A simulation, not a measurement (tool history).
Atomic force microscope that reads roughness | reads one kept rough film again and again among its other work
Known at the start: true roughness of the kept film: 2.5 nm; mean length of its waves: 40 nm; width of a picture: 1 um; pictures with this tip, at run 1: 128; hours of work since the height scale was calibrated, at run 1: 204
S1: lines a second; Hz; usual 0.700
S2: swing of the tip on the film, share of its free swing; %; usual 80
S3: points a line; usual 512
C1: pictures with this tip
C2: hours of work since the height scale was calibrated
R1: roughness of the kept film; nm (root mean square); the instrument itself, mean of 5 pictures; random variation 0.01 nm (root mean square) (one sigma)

| run | hour | S1 | S2 | S3 | C1 | C2 | R1 |
|---|---|---|---|---|---|---|---|
| 1 | 0.0 | 0.700 | 80 | 512 | 128 | 204 | 2.313 |
| 2 | 11.2 | 0.700 | 80 | 984 | 141 | 210 | 2.330 |
| 3 | 21.2 | 1.177 | 80 | 984 | 153 | 215 | 2.308 |
| 4 | 27.5 | 1.177 | 80 | 984 | 161 | 218 | 2.285 |
| 5 | 36.2 | 1.177 | 80 | 984 | 171 | 222 | 2.277 |
|  | 41.4 | new tip fitted |
| 6 | 51.7 | 1.177 | 80 | 984 | 12 | 229 | 2.323 |
| 7 | 66.9 | 0.700 | 71 | 512 | 30 | 237 | 2.354 |
| 8 | 78.6 | 0.700 | 80 | 512 | 44 | 242 | 2.314 |
| 9 | 86.0 | 0.700 | 80 | 512 | 53 | 246 | 2.341 |
| 10 | 98.8 | 0.700 | 80 | 512 | 68 | 252 | 2.343 |
| 11 | 106.8 | 0.700 | 80 | 512 | 78 | 256 | 2.324 |
| 12 | 119.1 | 0.700 | 80 | 374 | 92 | 262 | 2.321 |
| 13 | 129.2 | 0.700 | 80 | 512 | 104 | 267 | 2.338 |
| 14 | 143.0 | 0.700 | 80 | 512 | 121 | 274 | 2.327 |
| 15 | 155.1 | 0.700 | 80 | 512 | 135 | 280 | 2.339 |
| 16 | 166.8 | 2.888 | 80 | 512 | 149 | 286 | 2.150 |
| 17 | 177.1 | 0.700 | 80 | 286 | 162 | 291 | 2.316 |
| 18 | 185.8 | 0.700 | 80 | 286 | 172 | 295 | 2.301 |
|  | 191.0 | new tip fitted |
| 19 | 196.2 | 1.030 | 80 | 512 | 7 | 300 | 2.304 |
| 20 | 206.5 | 1.030 | 80 | 498 | 19 | 305 | 2.313 |
| 21 | 217.9 | 0.700 | 80 | 640 | 33 | 310 | 2.338 |
| 22 | 229.1 | 0.700 | 80 | 512 | 46 | 316 | 2.311 |
| 23 | 237.8 | 0.700 | 81 | 512 | 56 | 320 | 2.331 |
| 24 | 251.1 | 0.700 | 80 | 512 | 72 | 327 | 2.313 |
| 25 | 266.0 | 0.700 | 80 | 512 | 90 | 334 | 2.347 |
| 26 | 279.0 | 0.700 | 80 | 512 | 105 | 340 | 2.322 |
| 27 | 289.9 | 0.700 | 80 | 512 | 118 | 346 | 2.314 |
| 28 | 304.0 | 0.700 | 80 | 347 | 135 | 353 | 2.328 |
| 29 | 312.3 | 3.096 | 69 | 607 | 145 | 357 | 2.241 |
| 30 | 325.2 | 0.633 | 82 | 315 | 160 | 363 | 2.302 |
|  | 340.1 | new tip fitted |
| 31 | 341.1 | 1.467 | 62 | 749 | 1 | 371 | 2.353 |
| 32 | 348.2 | 1.467 | 62 | 749 | 9 | 374 | 2.333 |
| 33 | 360.1 | 1.467 | 62 | 749 | 23 | 380 | 2.351 |
| 34 | 370.5 | 1.467 | 62 | 749 | 36 | 385 | 2.347 |
| 35 | 385.8 | 1.467 | 62 | 749 | 54 | 392 | 2.320 |
| 36 | 399.3 | 1.467 | 62 | 749 | 70 | 399 | 2.354 |
| 37 | 407.4 | 1.169 | 74 | 740 | 80 | 403 | 2.300 |
| 38 | 419.3 | 1.169 | 74 | 740 | 94 | 409 | 2.310 |
| 39 | 430.1 | 0.700 | 80 | 666 | 107 | 414 | 2.331 |
| 40 | 437.6 | 0.700 | 80 | 666 | 116 | 418 | 2.326 |
| 41 | 448.5 | 2.625 | 61 | 678 | 129 | 423 | 2.316 |
| 42 | 462.8 | 0.700 | 80 | 462 | 146 | 430 | 2.343 |
| 43 | 471.8 | 1.240 | 80 | 330 | 156 | 435 | 2.270 |
| 44 | 482.8 | 1.240 | 80 | 330 | 170 | 440 | 2.273 |
|  | 489.2 | new tip fitted |
| 45 | 490.1 | 1.240 | 80 | 330 | 1 | 443 | 2.293 |
| 46 | 505.3 | 3.327 | 80 | 850 | 19 | 451 | 2.119 |
| 47 | 520.5 | 3.327 | 80 | 850 | 37 | 458 | 2.109 |
| 48 | 528.6 | 3.327 | 80 | 850 | 47 | 462 | 2.127 |
| 49 | 539.5 | 2.801 | 76 | 512 | 60 | 467 | 2.175 |
| 50 | 546.0 | 1.207 | 76 | 418 | 67 | 471 | 2.297 |
| 51 | 556.3 | 0.700 | 76 | 327 | 79 | 476 | 2.324 |
| 52 | 565.7 | 0.700 | 76 | 327 | 91 | 480 | 2.329 |
| 53 | 577.7 | 0.700 | 80 | 775 | 105 | 486 | 2.306 |

3 ways to go on from here, each from the tool as it stands after run 53. What would each give?
| A | 587.8 | 3.598 | 80 | 399 | 117 | 491 | ? |
| B | 587.8 | 3.471 | 62 | 379 | 117 | 491 | ? |
| C | 587.8 | 3.126 | 58 | 601 | 117 | 491 | ? |

| run | R1 |
|---|---|
| A | 2.093 |
| B | 2.256 |
| C | 2.303 |
Without the tool's hidden state the same runs would have given:
| run | R1 |
|---|---|
| A | 2.095 |
| B | 2.258 |
| C | 2.306 |

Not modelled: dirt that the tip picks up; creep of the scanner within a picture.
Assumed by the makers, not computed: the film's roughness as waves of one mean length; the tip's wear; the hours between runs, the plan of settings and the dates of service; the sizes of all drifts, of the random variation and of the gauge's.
